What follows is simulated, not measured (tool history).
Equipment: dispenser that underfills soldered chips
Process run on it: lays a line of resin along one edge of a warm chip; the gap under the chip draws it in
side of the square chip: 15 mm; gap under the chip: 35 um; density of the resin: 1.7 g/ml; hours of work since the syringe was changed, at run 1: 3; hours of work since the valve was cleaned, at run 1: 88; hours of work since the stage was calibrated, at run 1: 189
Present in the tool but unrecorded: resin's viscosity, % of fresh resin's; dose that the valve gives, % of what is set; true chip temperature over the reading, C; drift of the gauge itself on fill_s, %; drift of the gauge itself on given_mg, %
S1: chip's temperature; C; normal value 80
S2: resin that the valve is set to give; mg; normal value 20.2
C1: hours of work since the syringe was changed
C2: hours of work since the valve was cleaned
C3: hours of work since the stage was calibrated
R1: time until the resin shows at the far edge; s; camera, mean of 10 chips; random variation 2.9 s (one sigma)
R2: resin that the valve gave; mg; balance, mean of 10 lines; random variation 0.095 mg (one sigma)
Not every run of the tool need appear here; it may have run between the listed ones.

run	day	S1	S2	C1	C2	C3	R1	R2
1	0	80	20.2	3	88	189	332.2	19.23
2	0.279	79	20.2	7	93	194	410.3	19.26
# day 0.475: dispensing valve cleaned and set on the balance
3	0.538	79	20.2	11	1	197	450.9	20.14
# day 0.6: new syringe of resin
4	0.733	88	20.2	2	4	200	226.5	20.3
5	1.125	88	20.2	9	11	207	277.4	19.93
# day 1.329: new syringe of resin
6	1.392	88	20.2	1	15	211	220.1	19.92
7	1.633	88	20.2	5	19	215	254.4	19.99
8	2.012	88	20.2	12	26	222	313	19.8
# day 2.05: new syringe of resin
9	2.267	88	20.2	4	30	226	231.5	19.74
10	2.446	88	20.2	7	33	229	254.8	19.81
# day 2.758: new syringe of resin
11	2.779	88	20.2	0	38	234	209.3	19.75
12	3.033	88	20.2	5	43	239	242.2	19.77
13	3.275	81	20.2	9	47	243	385.5	19.63
# day 3.475: new syringe of resin
14	3.658	80	20.2	3	53	249	346.2	19.53
15	3.908	80	20.2	7	57	253	392.4	19.61
# day 4.188: new syringe of resin
16	4.221	80	20.2	1	62	258	325	19.55
17	4.583	89	18.6	7	68	264	257.4	17.76
18	4.812	75	18.6	11	72	268	593.7	17.61

For run 19, what comes out?
# day 4.917: new syringe of resin
19	5.017	88	19.4	2	75	272	?	?

{"run 19": {"R1": 224.4, "R2": 18.45}}
The same run, on a tool lacking any hidden state, would have yielded R1 195.7 s, R2 19.28 mg.
